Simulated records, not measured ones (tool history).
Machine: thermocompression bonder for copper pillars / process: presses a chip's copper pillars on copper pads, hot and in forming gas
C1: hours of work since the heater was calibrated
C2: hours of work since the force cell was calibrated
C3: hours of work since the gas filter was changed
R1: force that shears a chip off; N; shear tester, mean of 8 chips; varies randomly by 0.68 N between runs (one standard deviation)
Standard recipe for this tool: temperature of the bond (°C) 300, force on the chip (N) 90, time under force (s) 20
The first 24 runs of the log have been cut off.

{"run": 25, "day": 43.767, "temperature of the bond (°C)": 281, "force on the chip (N)": 67, "time under force (s)": 21, "C1": 908, "C2": 413, "C3": 182, "R1": 26.9}
{"run": 26, "day": 44.917, "temperature of the bond (°C)": 293, "force on the chip (N)": 96, "time under force (s)": 21, "C1": 919, "C2": 424, "C3": 193, "R1": 44.1}
{"run": 27, "day": 45.967, "temperature of the bond (°C)": 305, "force on the chip (N)": 57, "time under force (s)": 12, "C1": 929, "C2": 434, "C3": 203, "R1": 28.2}
{"run": 28, "day": 47.475, "temperature of the bond (°C)": 300, "force on the chip (N)": 114, "time under force (s)": 35, "C1": 944, "C2": 448, "C3": 218, "R1": 67.7}
{"run": 29, "day": 49.617, "temperature of the bond (°C)": 300, "force on the chip (N)": 114, "time under force (s)": 35, "C1": 964, "C2": 469, "C3": 238, "R1": 66.6}
{"run": 30, "day": 52.158, "temperature of the bond (°C)": 322, "force on the chip (N)": 90, "time under force (s)": 48, "C1": 989, "C2": 494, "C3": 263, "R1": 82.2}
{"run": 31, "day": 53.204, "temperature of the bond (°C)": 301, "force on the chip (N)": 90, "time under force (s)": 13, "C1": 999, "C2": 504, "C3": 273, "R1": 40.4}
{"run": 32, "day": 55.262, "temperature of the bond (°C)": 291, "force on the chip (N)": 90, "time under force (s)": 37, "C1": 1019, "C2": 524, "C3": 293, "R1": 51.4}
{"run": 33, "day": 57.017, "temperature of the bond (°C)": 288, "force on the chip (N)": 119, "time under force (s)": 12, "C1": 1036, "C2": 541, "C3": 310, "R1": 39.6}
{"run": 34, "day": 58.633, "temperature of the bond (°C)": 288, "force on the chip (N)": 119, "time under force (s)": 12, "C1": 1052, "C2": 556, "C3": 326, "R1": 39.4}
{"run": 35, "day": 60.421, "temperature of the bond (°C)": 288, "force on the chip (N)": 119, "time under force (s)": 12, "C1": 1069, "C2": 574, "C3": 343, "R1": 38.4}

4 options for the next run, each taken on its own from the tool as it stands now. Forecast them:
{"run": "A", "day": 62.212, "temperature of the bond (°C)": 286, "force on the chip (N)": 119, "time under force (s)": 41, "C1": 1086, "C2": 591, "C3": 360, "R1": "?"}
{"run": "B", "day": 62.212, "temperature of the bond (°C)": 303, "force on the chip (N)": 105, "time under force (s)": 13, "C1": 1086, "C2": 591, "C3": 360, "R1": "?"}
{"run": "C", "day": 62.212, "temperature of the bond (°C)": 292, "force on the chip (N)": 92, "time under force (s)": 12, "C1": 1086, "C2": 591, "C3": 360, "R1": "?"}
{"run": "D", "day": 62.212, "temperature of the bond (°C)": 303, "force on the chip (N)": 90, "time under force (s)": 14, "C1": 1086, "C2": 591, "C3": 360, "R1": "?"}

run=A R1=61.0
run=B R1=46.8
run=C R1=34.3
run=D R1=42.9
Without the tool's hidden state the same runs would have given:
run=A R1=61.4
run=B R1=47.1
run=C R1=34.5
run=D R1=43.2

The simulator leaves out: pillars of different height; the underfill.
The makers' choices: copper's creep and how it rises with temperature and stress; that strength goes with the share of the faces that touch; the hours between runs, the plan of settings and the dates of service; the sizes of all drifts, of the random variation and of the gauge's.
